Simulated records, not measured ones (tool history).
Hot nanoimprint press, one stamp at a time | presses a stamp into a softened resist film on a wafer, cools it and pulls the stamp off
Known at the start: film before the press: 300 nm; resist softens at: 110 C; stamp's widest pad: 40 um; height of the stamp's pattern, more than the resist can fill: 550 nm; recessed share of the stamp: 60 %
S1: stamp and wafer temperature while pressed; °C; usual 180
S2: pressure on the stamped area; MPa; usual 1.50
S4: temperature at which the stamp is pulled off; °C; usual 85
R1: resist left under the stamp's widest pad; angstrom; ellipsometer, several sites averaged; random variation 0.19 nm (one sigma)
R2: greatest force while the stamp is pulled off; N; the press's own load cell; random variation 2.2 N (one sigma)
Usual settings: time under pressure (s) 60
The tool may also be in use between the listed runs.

Run 1, hour 0.0: usual settings. Result: R1 1206 angstrom, R2 219 N.
Run 2, hour 42.1: usual settings. Result: R1 1201 angstrom, R2 216 N.
Run 3, hour 83.9: usual settings. Result: R1 1205 angstrom, R2 217 N.
At hour 140.8: stamp cleaned and given a new release coat.
Run 4, hour 140.8: usual settings. Result: R1 1211 angstrom, R2 215 N.
Run 5, hour 201.6: usual settings but time under pressure (s) 44. Result: R1 1370 angstrom, R2 216 N.
Run 6, hour 272.0: usual settings but time under pressure (s) 44. Result: R1 1373 angstrom, R2 216 N.
At hour 310.3: press's hydraulic seals changed and the load cell set to zero.
Run 7, hour 319.4: usual settings but time under pressure (s) 44. Result: R1 1371 angstrom, R2 213 N.
At hour 346.7: plate thermocouple calibrated.
Run 8, hour 369.8: usual settings. Result: R1 1214 angstrom, R2 222 N.
Run 9, hour 421.7: usual settings but S1 177 °C. Result: R1 1337 angstrom, R2 216 N.
At hour 445.7: stamp cleaned and given a new release coat.
Run 10, hour 465.4: usual settings but S1 177 °C. Result: R1 1339 angstrom, R2 215 N.
Run 11, hour 519.1: usual settings but S1 177 °C. Result: R1 1344 angstrom, R2 216 N.
Run 12, hour 568.7: usual settings but S1 177 °C. Result: R1 1344 angstrom, R2 215 N.
Run 13, hour 625.0: usual settings but S1 177 °C. Result: R1 1344 angstrom, R2 215 N.
Run 14, hour 676.4: usual settings but S1 177 °C. Result: R1 1343 angstrom, R2 219 N.
Run 15, hour 710.3: usual settings but S1 177 °C. Result: R1 1344 angstrom, R2 215 N.
At hour 740.7: stamp cleaned and given a new release coat.
Run 16, hour 782.1: usual settings but S1 177 °C, time under pressure (s) 71, S4 82 °C. Result: R1 1261 angstrom, R2 228 N.
Run 17, hour 823.6: usual settings but S1 177 °C, time under pressure (s) 71, S4 82 °C. Result: R1 1266 angstrom, R2 230 N.
Run 18, hour 854.4: usual settings but S1 177 °C, time under pressure (s) 71, S4 82 °C. Result: R1 1261 angstrom, R2 236 N.
Run 19, hour 904.6: usual settings but S1 190 °C, S2 1.24 MPa, time under pressure (s) 104, S4 78 °C. Result: R1 770 angstrom, R2 257 N.
At hour 909.7: gauge calibrated.
Run 20, hour 945.8: usual settings but S1 168 °C, time under pressure (s) 65, S4 83 °C. Result: R1 1709 angstrom, R2 225 N.
Run 21, hour 999.3: usual settings but S2 1.57 MPa, time under pressure (s) 74. Result: R1 1083 angstrom, R2 214 N.
At hour 1037.6: stamp cleaned and given a new release coat.
Run 22, hour 1056.3: usual settings but S1 182 °C, S2 1.57 MPa, time under pressure (s) 74, S4 71 °C. Result: R1 1018 angstrom, R2 293 N.
Run 23, hour 1106.3: usual settings but S1 182 °C, S2 1.59 MPa, time under pressure (s) 74, S4 90 °C. Result: R1 1010 angstrom, R2 190 N.
Run 24, hour 1136.0: usual settings but time under pressure (s) 59. Result: R1 1215 angstrom, R2 217 N.
Run 25, hour 1196.4: usual settings but S2 2.14 MPa, S4 90 °C. Result: R1 1035 angstrom, R2 188 N.
Run 26, hour 1238.7: usual settings but S1 187 °C, S2 1.17 MPa, S4 81 °C. Result: R1 1088 angstrom, R2 236 N.
Run 27, hour 1286.9: usual settings but S1 179 °C, S2 1.78 MPa, time under pressure (s) 86, S4 76 °C. Result: R1 997 angstrom, R2 266 N.
At hour 1330.9: stamp cleaned and given a new release coat.
Run 28, hour 1343.0: usual settings but S1 179 °C, S2 1.03 MPa, time under pressure (s) 64, S4 89 °C. Result: R1 1437 angstrom, R2 198 N.
Run 29, hour 1411.6: usual settings but S1 179 °C, S2 1.03 MPa, time under pressure (s) 32, S4 88 °C. Result: R1 1827 angstrom, R2 197 N.

3 ways to go on from here, each from the tool as it stands after run 29. What would each give?
Run A, hour 1444.8: usual settings but S1 179 °C, S2 2.07 MPa, time under pressure (s) 31, S4 88 °C. Result: R1 ?, R2 ?.
Run B, hour 1444.8: usual settings but S1 190 °C, S2 1.55 MPa, time under pressure (s) 88, S4 88 °C. Result: R1 ?, R2 ?.
Run C, hour 1444.8: usual settings but S1 179 °C, S2 1.03 MPa, time under pressure (s) 62, S4 77 °C. Result: R1 ?, R2 ?.

run    R1   R2
  A  1430  197
  B   738  198
  C  1453  266
Without the tool's hidden state the same runs would have given:
run    R1   R2
  A  1413  197
  B   729  198
  C  1435  265

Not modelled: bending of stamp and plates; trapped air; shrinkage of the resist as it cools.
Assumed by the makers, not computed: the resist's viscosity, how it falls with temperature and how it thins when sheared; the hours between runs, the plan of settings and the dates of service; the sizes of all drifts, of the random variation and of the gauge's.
